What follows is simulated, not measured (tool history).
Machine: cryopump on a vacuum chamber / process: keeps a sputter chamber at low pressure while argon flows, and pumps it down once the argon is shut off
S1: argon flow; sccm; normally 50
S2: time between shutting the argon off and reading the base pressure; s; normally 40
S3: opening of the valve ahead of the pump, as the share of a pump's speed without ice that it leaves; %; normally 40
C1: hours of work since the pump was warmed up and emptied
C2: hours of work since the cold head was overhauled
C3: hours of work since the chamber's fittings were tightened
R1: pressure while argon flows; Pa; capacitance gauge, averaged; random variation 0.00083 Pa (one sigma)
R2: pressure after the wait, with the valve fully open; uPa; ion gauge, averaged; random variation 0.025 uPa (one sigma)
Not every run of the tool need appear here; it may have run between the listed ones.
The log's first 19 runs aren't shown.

| run | hour | S1 | S2 | S3 | C1 | C2 | C3 | R1 | R2 |
|---|---|---|---|---|---|---|---|---|---|
| 20 | 248.8 | 25 | 54 | 17 | 222 | 222 | 1609 | 0.1983 | 3.2 |
| 21 | 267.8 | 25 | 54 | 17 | 233 | 233 | 1620 | 0.1971 | 3.24 |
| 22 | 283.2 | 37 | 106 | 29 | 242 | 242 | 1629 | 0.1725 | 2.92 |
| 23 | 302.4 | 44 | 145 | 36 | 253 | 253 | 1641 | 0.1646 | 2.86 |
| 24 | 319.8 | 23 | 191 | 39 | 264 | 264 | 1651 | 0.0803 | 2.85 |
| 25 | 334 | 52 | 26 | 60 | 272 | 272 | 1659 | 0.121 | 3.82 |
| 26 | 352.2 | 58 | 39 | 36 | 283 | 283 | 1670 | 0.2197 | 3.55 |
| 27 | 366 | 23 | 21 | 36 | 291 | 291 | 1678 | 0.0862 | 4.15 |
| 28 | 384.4 | 22 | 21 | 33 | 302 | 302 | 1689 | 0.0895 | 4.09 |
|  | 389.4 | leaking fittings of the chamber tightened, without venting |
| 29 | 401.2 | 22 | 21 | 33 | 311 | 311 | 7 | 0.0912 | 1.64 |
| 30 | 410.1 | 22 | 21 | 33 | 316 | 316 | 12 | 0.0917 | 1.68 |
| 31 | 428 | 50 | 40 | 22 | 326 | 326 | 23 | 0.3075 | 1.06 |

Predict each of these 4 candidate next runs independently; none follows another, all start after run 31:
| A | 444.5 | 50 | 44 | 23 | 336 | 336 | 32 | ? | ? |
| B | 444.5 | 38 | 48 | 40 | 336 | 336 | 32 | ? | ? |
| C | 444.5 | 50 | 55 | 47 | 336 | 336 | 32 | ? | ? |
| D | 444.5 | 50 | 21 | 23 | 336 | 336 | 32 | ? | ? |

| run | R1 | R2 |
|---|---|---|
| A | 0.2948 | 1 |
| B | 0.1294 | 0.96 |
| C | 0.1464 | 0.87 |
| D | 0.2935 | 1.7 |
With the hidden condition removed and each run's random variation left untouched, the same runs would have given:
| run | R1 | R2 |
|---|---|---|
| A | 0.2895 | 0.89 |
| B | 0.1254 | 0.85 |
| C | 0.1412 | 0.75 |
| D | 0.2883 | 1.59 |
